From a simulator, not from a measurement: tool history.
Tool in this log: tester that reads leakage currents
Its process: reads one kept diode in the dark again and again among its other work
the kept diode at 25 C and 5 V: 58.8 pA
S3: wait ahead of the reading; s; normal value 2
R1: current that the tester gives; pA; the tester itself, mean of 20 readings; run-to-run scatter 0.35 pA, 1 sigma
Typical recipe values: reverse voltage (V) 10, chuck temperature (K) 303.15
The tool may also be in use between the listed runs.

Run 1, day 0: usual settings. Result: R1 118.62 pA.
Run 2, day 1.742: usual settings. Result: R1 118.43 pA.
Run 3, day 3.517: usual settings. Result: R1 118.72 pA.
Run 4, day 5.017: usual settings. Result: R1 118.9 pA.
Run 5, day 6.7: usual settings but reverse voltage (V) 2.3. Result: R1 67.43 pA.
Run 6, day 7.612: usual settings. Result: R1 118.34 pA.
At day 9.362: probe card cleaned and baked.
Run 7, day 9.562: usual settings. Result: R1 108.79 pA.
Run 8, day 11.479: usual settings. Result: R1 108.64 pA.
Run 9, day 12.917: usual settings. Result: R1 109.17 pA.
Run 10, day 14.917: usual settings. Result: R1 108.59 pA.
Run 11, day 15.892: usual settings. Result: R1 108.39 pA.
At day 16.083: chuck's temperature calibrated.
Run 12, day 16.858: usual settings. Result: R1 106.97 pA.
Run 13, day 17.792: usual settings. Result: R1 106.6 pA.
Run 14, day 18.829: usual settings but reverse voltage (V) 1.9, S3 0.72 s. Result: R1 59.66 pA.
Run 15, day 20.279: usual settings but reverse voltage (V) 2.9, S3 1.8 s. Result: R1 69.42 pA.
Run 16, day 21.175: usual settings but reverse voltage (V) 3, chuck temperature (K) 299.15, S3 1.8 s. Result: R1 50.21 pA.
Run 17, day 22.15: usual settings but reverse voltage (V) 13.3, chuck temperature (K) 299.15. Result: R1 85.23 pA.
Run 18, day 23.817: usual settings but reverse voltage (V) 1.1, chuck temperature (K) 323.15, S3 2.47 s. Result: R1 228.06 pA.
At day 24.192: chuck's temperature calibrated, once more.
Run 19, day 24.783: usual settings but reverse voltage (V) 1.5, chuck temperature (K) 296.15, S3 4.03 s. Result: R1 33.24 pA.
Run 20, day 26.108: usual settings but reverse voltage (V) 18.8, chuck temperature (K) 296.15, S3 5.75 s. Result: R1 81.38 pA.
Run 21, day 27.292: usual settings but reverse voltage (V) 6.8, chuck temperature (K) 316.15. Result: R1 274.17 pA.
Run 22, day 28.112: usual settings but reverse voltage (V) 3.6, chuck temperature (K) 319.15. Result: R1 273.92 pA.
Run 23, day 29.121: usual settings but reverse voltage (V) 12.4. Result: R1 123.57 pA.
Run 24, day 30.742: usual settings but reverse voltage (V) 12.4. Result: R1 124.45 pA.
Run 25, day 31.692: usual settings but reverse voltage (V) 4.1, chuck temperature (K) 315.15. Result: R1 213.12 pA.

What if the next run were any one of these 3? Each begins from the tool's condition after run 25:
Run A, day 33.446: usual settings but reverse voltage (V) 8.8, chuck temperature (K) 298.15, S3 9.82 s. Result: R1 ?.
Run B, day 33.446: usual settings but reverse voltage (V) 4.1, chuck temperature (K) 319.15. Result: R1 ?.
Run C, day 33.446: usual settings but chuck temperature (K) 309.15. Result: R1 ?.

run      R1
  A   72.54
  B  286.19
  C  184.07
The same runs, with their run-to-run variation unchanged, on a tool lacking any hidden condition would have given:
run      R1
  A   71.57
  B  285.52
  C  182.88

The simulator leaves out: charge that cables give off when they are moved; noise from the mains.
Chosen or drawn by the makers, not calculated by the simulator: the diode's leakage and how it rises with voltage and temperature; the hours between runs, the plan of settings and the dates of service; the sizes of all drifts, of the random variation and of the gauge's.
